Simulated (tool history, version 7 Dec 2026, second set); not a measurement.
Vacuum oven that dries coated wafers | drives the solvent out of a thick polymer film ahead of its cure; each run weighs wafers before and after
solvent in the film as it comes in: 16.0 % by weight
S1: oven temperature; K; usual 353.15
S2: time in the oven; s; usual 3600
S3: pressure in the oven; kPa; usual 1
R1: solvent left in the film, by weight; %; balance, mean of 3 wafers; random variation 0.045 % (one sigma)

run 1 day=0 | S1=353.15 S2=3600 S3=1 | R1=2.18
run 2 day=0.646 | S1=353.15 S2=3600 S3=1 | R1=2.16
run 3 day=1.033 | S1=353.15 S2=3600 S3=1 | R1=2.23
run 4 day=1.462 | S1=353.15 S2=3600 S3=1 | R1=2.21
run 5 day=1.883 | S1=353.15 S2=3600 S3=1 | R1=2.2
run 6 day=2.579 | S1=353.15 S2=3600 S3=1 | R1=2.13
run 7 day=3.238 | S1=353.15 S2=3600 S3=1 | R1=2.2
run 8 day=3.562 | S1=353.15 S2=3600 S3=1 | R1=2.33
run 9 day=3.95 | S1=353.15 S2=3600 S3=1 | R1=2.28
run 10 day=4.642 | S1=353.15 S2=3600 S3=1.12 | R1=2.31
run 11 day=5.1 | S1=353.15 S2=3600 S3=1.12 | R1=2.31
run 12 day=5.604 | S1=353.15 S2=3600 S3=1.12 | R1=2.36
run 13 day=6.267 | S1=353.15 S2=3600 S3=1 | R1=2.21
run 14 day=6.812 | S1=353.15 S2=3600 S3=0.84 | R1=2.18
run 15 day=7.192 | S1=353.15 S2=3600 S3=1 | R1=2.33
run 16 day=7.792 | S1=353.15 S2=3600 S3=1 | R1=2.19
run 17 day=8.475 | S1=353.15 S2=3600 S3=3.19 | R1=3.76
run 18 day=9.033 | S1=365.15 S2=3600 S3=1 | R1=0.69
run 19 day=9.654 | S1=365.15 S2=3600 S3=1 | R1=0.72
run 20 day=10.062 | S1=353.15 S2=5700 S3=1 | R1=1.19
run 21 day=10.621 | S1=353.15 S2=5700 S3=1 | R1=1.26
run 22 day=11.171 | S1=353.15 S2=5700 S3=1 | R1=1.28
run 23 day=11.8 | S1=353.15 S2=3600 S3=0.69 | R1=2.07
run 24 day=12.425 | S1=353.15 S2=3600 S3=0.69 | R1=2.03
run 25 day=13.038 | S1=345.15 S2=2640 S3=2.63 | R1=7.13
run 26 day=13.417 | S1=348.15 S2=3600 S3=2.53 | R1=4.75
run 27 day=14.108 | S1=346.15 S2=2280 S3=1.53 | R1=6.49
run 28 day=14.567 | S1=346.15 S2=2280 S3=1.53 | R1=6.53
run 29 day=15.121 | S1=346.15 S2=2280 S3=1.53 | R1=6.48
run 30 day=15.667 | S1=346.15 S2=2280 S3=1.53 | R1=6.62
run 31 day=16.046 | S1=346.15 S2=2280 S3=1.53 | R1=6.65
run 32 day=16.529 | S1=346.15 S2=2280 S3=1.53 | R1=6.54
run 33 day=16.833 | S1=346.15 S2=2280 S3=1.53 | R1=6.54
run 34 day=17.25 | S1=346.15 S2=2280 S3=1.53 | R1=6.66
run 35 day=17.921 | S1=346.15 S2=2280 S3=1.53 | R1=6.46
run 36 day=18.6 | S1=344.15 S2=2280 S3=1.57 | R1=7.2
run 37 day=19.058 | S1=344.15 S2=2280 S3=1.57 | R1=7.32
run 38 day=19.733 | S1=344.15 S2=2280 S3=1.57 | R1=7.26
run 39 day=20.296 | S1=358.15 S2=2280 S3=0.52 | R1=2.52
run 40 day=20.921 | S1=358.15 S2=2280 S3=0.52 | R1=2.11
run 41 day=21.383 | S1=355.15 S2=3420 S3=1.39 | R1=1.95
run 42 day=22.004 | S1=353.15 S2=6360 S3=0.62 | R1=0.73
run 43 day=22.492 | S1=353.15 S2=2940 S3=0.62 | R1=2.32
run 44 day=22.812 | S1=341.15 S2=1800 S3=1 | R1=8.04
run 45 day=23.45 | S1=341.15 S2=1800 S3=1 | R1=8.14
run 46 day=23.988 | S1=341.15 S2=1800 S3=1 | R1=8.14

Not shown: 1 entry that the log had between the listed runs. Between which runs, and how does the tool's hidden state differ before and after?
Between runs 39 and 40: oven's thermocouples calibrated (day 20.596)
  true wafer temperature over the reading, C: -2.94 -> -0.72; true pressure over the reading, kPa: 0.118 -> 0.121
  measured less the result without the state, R1: +0.71 -> +0.21 %
